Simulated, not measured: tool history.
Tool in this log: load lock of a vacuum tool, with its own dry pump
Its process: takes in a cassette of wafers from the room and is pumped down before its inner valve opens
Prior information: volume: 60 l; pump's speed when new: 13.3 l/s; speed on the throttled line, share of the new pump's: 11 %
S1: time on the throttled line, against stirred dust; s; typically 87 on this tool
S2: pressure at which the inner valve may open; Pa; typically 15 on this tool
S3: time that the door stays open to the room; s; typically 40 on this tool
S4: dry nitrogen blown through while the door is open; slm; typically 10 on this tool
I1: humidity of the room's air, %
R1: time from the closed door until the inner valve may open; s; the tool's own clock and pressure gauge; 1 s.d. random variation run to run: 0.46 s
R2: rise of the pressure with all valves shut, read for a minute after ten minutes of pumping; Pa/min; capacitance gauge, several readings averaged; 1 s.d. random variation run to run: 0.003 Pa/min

run     hour   S1  S2   S3  S4    I1     R1     R2
  1        0   87  15   40  10    42  119.8  0.031
  2    284.7   87  15   40  10  46.7  118.9  0.042
  3    538.4   87  15   40  10  43.7  118.6  0.043
  4    715.8   87  15   40  10  46.7    120  0.051
  5   1084.6   87  15   40  10  45.7    120  0.055
  6   1376.1   87  15   40  10  45.2  119.3  0.064
  7   1746.2   87  15   40  10  49.1  119.5  0.073
  8   2118.3   87  15  216  10  46.5  119.4  0.138
  9   2391.5   87  15  216  10  45.9  119.4  0.147
 10   2800.8   87  15  216  10  43.8  119.6  0.163
 11   3065.2   87  15  216  10  46.6  120.2  0.176
 12   3263.4  173  15   40  10  42.5  195.4  0.134
 13   3675.4   87  22   40  10    43  118.3  0.148
 14   4028.5   87  22   40  10  45.2  118.5  0.168
 15   4339.7   87  15   40   7  45.2  120.3  0.193
 16   4587.1   87  15   40   7  46.7  120.9  0.209
 17   4859.8   87  15   40   7  47.1  120.2  0.224
 18   5227.4   87  15   40   7  45.6  119.9  0.238
 19   5557.3   87  15   40   7  49.9  120.7  0.268
 20   5843.4   87  15   40   7  44.3    121  0.289
 21   6150.6   56  10   27  42  44.1   95.9  0.288
      6348.7  -- door's seal changed, seat wiped
 22   6348.7  125  17  107  23  45.4  153.8  0.039
 23   6687.5  102  15   40  10  44.3  133.8  0.022
 24   6897.1  169  26   34  10  43.6  187.6  0.031
 25   7314.5   87  15  105  32  46.5  121.1  0.047
 26   7588.8  108  15   40   6  44.9  138.9  0.053
 27   7775.3  108  15   32   6  46.3  139.7  0.057
        7816  -- dry pump taken out, an overhauled one fitted
 28   8161.4  108  15   32   6    47  136.3   0.07
 29   8521.7   87  15   60  10  45.3  117.2   0.08
 30   8720.8   66  21   40  38  46.7   96.8  0.072
 31   9122.5   72  23   40  10  46.4  102.8    0.1
 32   9296.1   53  26  157   7  41.7   84.2  0.152
 33   9649.5   48  27  139  20  42.3   80.3  0.142
 34   9949.9   48  27  139  20  45.7   79.7  0.155
 35  10273.1   87  15  171  10  44.2  117.9  0.192
 36  10605.7  141  15   43  21  43.5  166.4  0.163

Measured less the same run without the tool's hidden state. The same run-to-run variation is in both; the gauge's scatter may not be:
The hidden state here: pump's speed, % of a new pump's; leak at the door's seal, Pa l/s; drift of the gauge itself on ready_s, %; drift of the gauge itself on rise_pa_min, %.
run    R1      R2
  1  +2.4  +0.006
  2  +2.3  +0.011
  3  +2.5  +0.016
  4  +2.5  +0.021
  5  +2.6  +0.029
  6  +2.6  +0.038
  7  +2.7  +0.049
  8  +2.7  +0.062
  9  +2.8  +0.072
 10  +2.9  +0.088
 11  +2.9    +0.1
 12    +2  +0.108
 13  +2.9   +0.13
 14  +2.9  +0.145
 15  +3.2  +0.162
 16  +3.3  +0.174
 17  +3.3  +0.199
 18  +3.3  +0.214
 19  +3.5  +0.238
 20  +3.5  +0.262
 21  +4.2  +0.281
 22    +3      +0
 23  +3.4  +0.004
 24  +2.2  +0.008
 25  +3.9  +0.015
 26  +3.6  +0.022
 27  +3.6  +0.027
 28    +0  +0.038
 29  +0.1   +0.05
 30  +0.2  +0.056
 31  +0.2  +0.074
 32  +0.3  +0.082
 33  +0.3  +0.096
 34  +0.3   +0.11
 35  +0.4  +0.126
 36  +0.4  +0.143
